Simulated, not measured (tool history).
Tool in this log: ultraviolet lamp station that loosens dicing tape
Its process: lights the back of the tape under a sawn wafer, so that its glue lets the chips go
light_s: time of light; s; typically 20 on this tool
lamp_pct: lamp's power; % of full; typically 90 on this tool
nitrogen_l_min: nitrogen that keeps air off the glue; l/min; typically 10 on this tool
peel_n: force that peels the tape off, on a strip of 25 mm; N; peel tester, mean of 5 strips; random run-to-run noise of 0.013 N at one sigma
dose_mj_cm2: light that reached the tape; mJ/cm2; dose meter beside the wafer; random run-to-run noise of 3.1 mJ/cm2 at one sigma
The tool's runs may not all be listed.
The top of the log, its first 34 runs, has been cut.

run    hour  light_s  lamp_pct  nitrogen_l_min  hours of work of the lamp  hours of work since the window was cleaned  peel_n  dose_mj_cm2
 35   830.6       20        90               6                        352                                         143   1.376          363
 36   844.1       20        69               3                        359                                         150   2.963          274
 37   874.4       26        61               6                        375                                         166   1.862          314
 38   900.6       31        61               7                        388                                         179   1.270          361
 39   925.2       31        61               7                        401                                         192   1.287          363
      943.8  -- window cleaned of glue's vapour
 40   952.6       40        70              11                        415                                           5   0.428          551
 41   975.0       40        66               3                        426                                          16   1.058          518
 42  1000.6       20        91              10                        440                                          29   1.111          353
 43  1031.7       20        85              15                        456                                          45   1.054          325

Forecast each of these 3 alternatives for the next run:
  A  1055.0       20        85               3                        467                                          57       ?            ?
  B  1055.0       13        97              17                        467                                          57       ?            ?
  C  1055.0       40        98               8                        467                                          57       ?            ?

run  peel_n  dose_mj_cm2
  A   2.388          318
  B   1.744          240
  C   0.304          735
What these runs would have given with no unlogged condition in the tool:
run  peel_n  dose_mj_cm2
  A   1.449          438
  B   0.973          330
  C   0.235         1012
